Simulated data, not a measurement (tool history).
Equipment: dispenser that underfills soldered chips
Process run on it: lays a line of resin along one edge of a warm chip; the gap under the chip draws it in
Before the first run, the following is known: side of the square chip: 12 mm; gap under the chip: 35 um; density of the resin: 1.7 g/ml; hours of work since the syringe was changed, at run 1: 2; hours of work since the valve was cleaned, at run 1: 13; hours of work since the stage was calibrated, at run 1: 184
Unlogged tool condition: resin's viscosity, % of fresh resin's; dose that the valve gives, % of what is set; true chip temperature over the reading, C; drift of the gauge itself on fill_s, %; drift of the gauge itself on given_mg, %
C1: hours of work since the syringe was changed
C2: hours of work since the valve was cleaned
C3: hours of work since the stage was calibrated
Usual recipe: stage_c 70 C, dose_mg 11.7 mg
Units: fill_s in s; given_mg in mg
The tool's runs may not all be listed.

run 1 hour=0 | stage_c=70 dose_mg=11.7 | C1=2 C2=13 C3=184 | fill_s=281.7 given_mg=11.61
run 2 hour=5.1 | stage_c=70 dose_mg=11.7 | C1=5 C2=16 C3=188 | fill_s=316.3 given_mg=11.55
-- hour=10.2 new syringe of resin
run 3 hour=10.2 | stage_c=62 dose_mg=11.7 | C1=0 C2=20 C3=191 | fill_s=381.6 given_mg=11.51
run 4 hour=15.7 | stage_c=70 dose_mg=11.7 | C1=4 C2=24 C3=195 | fill_s=305 given_mg=11.48
-- hour=22.6 new syringe of resin
run 5 hour=22.9 | stage_c=70 dose_mg=11.7 | C1=0 C2=29 C3=200 | fill_s=276.4 given_mg=11.46
run 6 hour=26.8 | stage_c=70 dose_mg=13.4 | C1=3 C2=32 C3=203 | fill_s=288.2 given_mg=13.09
run 7 hour=33.7 | stage_c=70 dose_mg=13.4 | C1=8 C2=37 C3=208 | fill_s=337.7 given_mg=13.07
-- hour=34.9 new syringe of resin
run 8 hour=36.8 | stage_c=58 dose_mg=11.7 | C1=1 C2=39 C3=210 | fill_s=464.1 given_mg=11.4
run 9 hour=41.9 | stage_c=58 dose_mg=11.7 | C1=5 C2=42 C3=214 | fill_s=520.2 given_mg=11.32
-- hour=47.2 new syringe of resin
run 10 hour=47.9 | stage_c=58 dose_mg=11.7 | C1=0 C2=46 C3=218 | fill_s=453 given_mg=11.27
run 11 hour=51.3 | stage_c=70 dose_mg=11.7 | C1=3 C2=49 C3=221 | fill_s=300.8 given_mg=11.26
run 12 hour=54.8 | stage_c=70 dose_mg=11.7 | C1=6 C2=52 C3=223 | fill_s=328 given_mg=11.26
-- hour=59.7 new syringe of resin
run 13 hour=59.7 | stage_c=60 dose_mg=11.7 | C1=0 C2=55 C3=227 | fill_s=420.8 given_mg=11.2
run 14 hour=66.3 | stage_c=79 dose_mg=11.7 | C1=5 C2=60 C3=231 | fill_s=228.8 given_mg=11.19
-- hour=72.3 new syringe of resin
run 15 hour=73.4 | stage_c=66 dose_mg=11.7 | C1=1 C2=65 C3=236 | fill_s=331.3 given_mg=11.05
run 16 hour=79.7 | stage_c=70 dose_mg=12.3 | C1=5 C2=69 C3=241 | fill_s=324.3 given_mg=11.7
-- hour=85 new syringe of resin
run 17 hour=86.9 | stage_c=70 dose_mg=12.3 | C1=1 C2=74 C3=246 | fill_s=274.8 given_mg=11.65
run 18 hour=93 | stage_c=78 dose_mg=10.2 | C1=6 C2=79 C3=250 | fill_s=251.3 given_mg=9.58
run 19 hour=96.6 | stage_c=70 dose_mg=13.3 | C1=8 C2=81 C3=253 | fill_s=343 given_mg=12.5
-- hour=97.5 new syringe of resin
run 20 hour=103.7 | stage_c=78 dose_mg=14.4 | C1=4 C2=86 C3=258 | fill_s=222.8 given_mg=13.44
-- hour=108.5 dispensing valve cleaned and set on the balance
run 21 hour=108.5 | stage_c=84 dose_mg=14.4 | C1=7 C2=0 C3=261 | fill_s=191 given_mg=14.42
-- hour=110.8 new syringe of resin
run 22 hour=115.9 | stage_c=78 dose_mg=11.9 | C1=4 C2=5 C3=266 | fill_s=219.6 given_mg=11.97
-- hour=123.2 new syringe of resin
run 23 hour=123.2 | stage_c=78 dose_mg=11.9 | C1=0 C2=10 C3=271 | fill_s=196 given_mg=11.85
run 24 hour=127.3 | stage_c=67 dose_mg=13.3 | C1=3 C2=13 C3=274 | fill_s=324.2 given_mg=13.26
run 25 hour=131.8 | stage_c=76 dose_mg=11.7 | C1=6 C2=16 C3=277 | fill_s=256.5 given_mg=11.55
-- hour=135.7 new syringe of resin
run 26 hour=137.8 | stage_c=79 dose_mg=12.6 | C1=2 C2=21 C3=281 | fill_s=195.4 given_mg=12.45
run 27 hour=143.5 | stage_c=79 dose_mg=12.6 | C1=6 C2=25 C3=285 | fill_s=222.6 given_mg=12.43
-- hour=148.2 new syringe of resin
run 28 hour=149.1 | stage_c=79 dose_mg=12.6 | C1=1 C2=29 C3=289 | fill_s=191.8 given_mg=12.34
run 29 hour=154.9 | stage_c=79 dose_mg=14.3 | C1=5 C2=33 C3=294 | fill_s=216.2 given_mg=13.93
-- hour=160.5 new syringe of resin
run 30 hour=160.5 | stage_c=78 dose_mg=12.3 | C1=0 C2=37 C3=297 | fill_s=193.1 given_mg=12.06
run 31 hour=164.5 | stage_c=82 dose_mg=11.2 | C1=3 C2=40 C3=300 | fill_s=192.6 given_mg=10.83

The next listed run, before its measurement:
run 32 hour=168.9 | stage_c=72 dose_mg=11.8 | C1=6 C2=43 C3=304 | fill_s=? given_mg=?

{"run 32": {"fill_s": 304.9, "given_mg": 11.5}}
With the hidden condition absent and the run-to-run variation left alone, this run would have shown fill_s 237.5 s, given_mg 11.85 mg.

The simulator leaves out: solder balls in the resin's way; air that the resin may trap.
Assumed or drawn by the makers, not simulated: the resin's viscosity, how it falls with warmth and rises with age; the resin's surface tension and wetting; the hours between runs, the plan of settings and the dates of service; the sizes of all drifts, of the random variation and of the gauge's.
